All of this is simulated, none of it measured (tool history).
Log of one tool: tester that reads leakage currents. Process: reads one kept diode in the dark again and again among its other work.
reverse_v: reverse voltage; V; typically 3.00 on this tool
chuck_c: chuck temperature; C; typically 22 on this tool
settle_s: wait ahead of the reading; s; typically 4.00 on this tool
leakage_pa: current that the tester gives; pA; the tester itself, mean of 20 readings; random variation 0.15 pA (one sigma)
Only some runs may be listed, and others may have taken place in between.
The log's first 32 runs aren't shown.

run    hour  reverse_v  chuck_c  settle_s  hours of work since the probe card was cleaned  hours of work since the tester was calibrated  hours of work since the chuck was calibrated  leakage_pa
 33  5627.3       5.13       31      0.97                                            2573                                            118                                           636      155.10
 34  5736.2       5.13       31      0.97                                            2617                                            162                                           680      156.25
 35  5845.5       5.13       31      0.97                                            2661                                            206                                           725      157.12
 36  5987.2       1.44       31      0.97                                            2718                                            263                                           782       71.41
 37  6185.8       1.44       31      0.97                                            2799                                            344                                           862       72.12
 38  6290.2       8.66       22      4.00                                            2841                                            386                                           904      118.72
     6456.0  -- chuck's temperature calibrated
 39  6524.1       1.52       21      4.00                                            2935                                            479                                            28       32.17
 40  6635.2      18.49       27      2.05                                            2979                                            524                                            72      254.54
 41  6788.0      16.52       31      2.05                                            3041                                            586                                           134      312.41

3 options for the next run, each taken on its own from the tool as it stands now. Forecast them:
  A  6893.7      10.88       59      3.71                                            3084                                            629                                           177           ?
  B  6893.7      10.81       23      0.93                                            3084                                            629                                           177           ?
  C  6893.7       3.00       36      4.00                                            3084                                            629                                           177           ?

run  leakage_pa
  A     1589.88
  B      140.37
  C      150.84
Take away the tool's hidden state, keep each run's random variation, and the runs would have read:
run  leakage_pa
  A     1550.00
  B      113.68
  C      142.23
